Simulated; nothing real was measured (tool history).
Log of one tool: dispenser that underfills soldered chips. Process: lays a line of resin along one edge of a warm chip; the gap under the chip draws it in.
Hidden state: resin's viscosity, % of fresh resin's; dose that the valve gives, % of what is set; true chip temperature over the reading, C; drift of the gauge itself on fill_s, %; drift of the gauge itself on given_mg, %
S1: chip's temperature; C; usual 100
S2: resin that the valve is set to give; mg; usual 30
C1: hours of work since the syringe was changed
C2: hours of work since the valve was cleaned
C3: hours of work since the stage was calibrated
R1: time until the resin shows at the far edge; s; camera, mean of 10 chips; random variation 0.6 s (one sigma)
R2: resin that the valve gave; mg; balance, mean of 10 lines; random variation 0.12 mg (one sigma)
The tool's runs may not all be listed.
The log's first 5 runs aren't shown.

run,hour,S1,S2,C1,C2,C3,R1,R2
# hour 39.1: new syringe of resin
6,40,89,34.4,1,72,37,70.9,32.69
7,47.9,89,34.4,6,78,42,94,32.69
8,54.4,103,30,11,82,47,85.2,28.26
# hour 55.2: new syringe of resin
9,62,103,30,5,88,52,62.4,28.38
10,67.4,100,30,9,91,56,80.9,28.45
# hour 71.4: new syringe of resin
11,76.8,100,30,4,98,62,65.8,27.82
# hour 80.6: dispensing valve cleaned and set on the balance
12,85.8,100,30,9,4,68,85.1,30.06
# hour 89: new syringe of resin
13,93.7,100,38.6,3,9,73,59.9,38.65
14,103.7,100,38.6,10,16,80,87.3,38.21
# hour 105: new syringe of resin
15,108.5,100,25.7,2,19,83,60.9,25.4
16,115.1,100,30,7,24,88,75.1,29.45
# hour 121.1: new syringe of resin
17,126,100,30,3,31,95,61.6,29.26
18,131.8,100,30,8,35,99,76.9,29.58
# hour 137.1: new syringe of resin
19,141.9,96,33.8,3,42,106,65.7,32.94
20,150.9,96,33.8,10,48,112,91.7,32.69
# hour 153.2: new syringe of resin
21,158.1,91,30.8,3,53,117,77.7,30.02
22,166.8,111,27.9,9,59,123,67,26.83
# hour 169.5: new syringe of resin
23,176.8,111,27.9,5,66,130,52.3,26.82
# hour 186: new syringe of resin
24,186.6,91,30.4,0,73,137,66.5,28.99
25,191.7,106,27.5,4,76,140,56.1,26.27
26,201.6,92,38.6,11,83,147,108.4,36.88
# hour 202.7: new syringe of resin
27,210.3,92,38.6,5,89,153,82.3,36.49
28,217,93,30.9,10,94,158,106.2,28.89

Forecast run 29:
# hour 218.9: new syringe of resin
# hour 227.1: dispensing valve cleaned and set on the balance
29,228.6,93,30.9,6,1,165,?,?

Run 29 gave R1 88 s, R2 30.76 mg.
Without the tool's hidden state the same run would have given R1 64.1 s, R2 30.86 mg.
